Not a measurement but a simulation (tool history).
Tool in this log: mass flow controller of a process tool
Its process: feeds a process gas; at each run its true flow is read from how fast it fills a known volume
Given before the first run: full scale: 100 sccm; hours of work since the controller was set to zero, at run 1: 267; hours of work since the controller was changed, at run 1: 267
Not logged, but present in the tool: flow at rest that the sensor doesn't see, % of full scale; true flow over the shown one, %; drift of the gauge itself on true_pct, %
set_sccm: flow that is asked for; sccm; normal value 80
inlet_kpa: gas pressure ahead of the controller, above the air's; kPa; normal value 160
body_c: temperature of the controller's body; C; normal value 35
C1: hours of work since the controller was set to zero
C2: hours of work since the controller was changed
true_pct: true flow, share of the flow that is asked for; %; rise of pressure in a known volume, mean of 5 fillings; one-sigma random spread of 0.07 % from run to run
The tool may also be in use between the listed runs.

run 1 hour=0 | set_sccm=80 inlet_kpa=160 body_c=35 | C1=267 C2=267 | true_pct=99.12
run 2 hour=65.1 | set_sccm=27 inlet_kpa=160 body_c=35 | C1=309 C2=309 | true_pct=98.36
run 3 hour=170.9 | set_sccm=27 inlet_kpa=160 body_c=24 | C1=377 C2=377 | true_pct=99.31
run 4 hour=286 | set_sccm=80 inlet_kpa=160 body_c=35 | C1=450 C2=450 | true_pct=99.42
run 5 hour=383.2 | set_sccm=80 inlet_kpa=160 body_c=35 | C1=512 C2=512 | true_pct=99.3
run 6 hour=510.4 | set_sccm=80 inlet_kpa=160 body_c=29 | C1=594 C2=594 | true_pct=99.84
run 7 hour=567.7 | set_sccm=80 inlet_kpa=160 body_c=29 | C1=631 C2=631 | true_pct=99.95
run 8 hour=673 | set_sccm=80 inlet_kpa=160 body_c=21 | C1=698 C2=698 | true_pct=100.52
run 9 hour=744.1 | set_sccm=80 inlet_kpa=160 body_c=21 | C1=743 C2=743 | true_pct=100.66
run 10 hour=816.1 | set_sccm=80 inlet_kpa=160 body_c=21 | C1=790 C2=790 | true_pct=100.65
run 11 hour=920.2 | set_sccm=80 inlet_kpa=160 body_c=21 | C1=856 C2=856 | true_pct=100.59
run 12 hour=980.1 | set_sccm=80 inlet_kpa=160 body_c=31 | C1=894 C2=894 | true_pct=99.92
run 13 hour=1045 | set_sccm=16 inlet_kpa=160 body_c=35 | C1=936 C2=936 | true_pct=98.77
run 14 hour=1151 | set_sccm=16 inlet_kpa=160 body_c=35 | C1=1004 C2=1004 | true_pct=98.84
run 15 hour=1218.4 | set_sccm=80 inlet_kpa=156 body_c=35 | C1=1047 C2=1047 | true_pct=99.62
run 16 hour=1323.3 | set_sccm=80 inlet_kpa=156 body_c=35 | C1=1114 C2=1114 | true_pct=99.76
run 17 hour=1446.3 | set_sccm=80 inlet_kpa=160 body_c=22 | C1=1193 C2=1193 | true_pct=100.77
run 18 hour=1567.7 | set_sccm=80 inlet_kpa=177 body_c=27 | C1=1270 C2=1270 | true_pct=100.31

Estimate the outcome of run 19 from the log above:
run 19 hour=1682.1 | set_sccm=80 inlet_kpa=177 body_c=27 | C1=1344 C2=1344 | true_pct=?

Run 19 gave true_pct 100.52 %.
With no hidden state in the tool, this same run would have given true_pct 99.69 %.
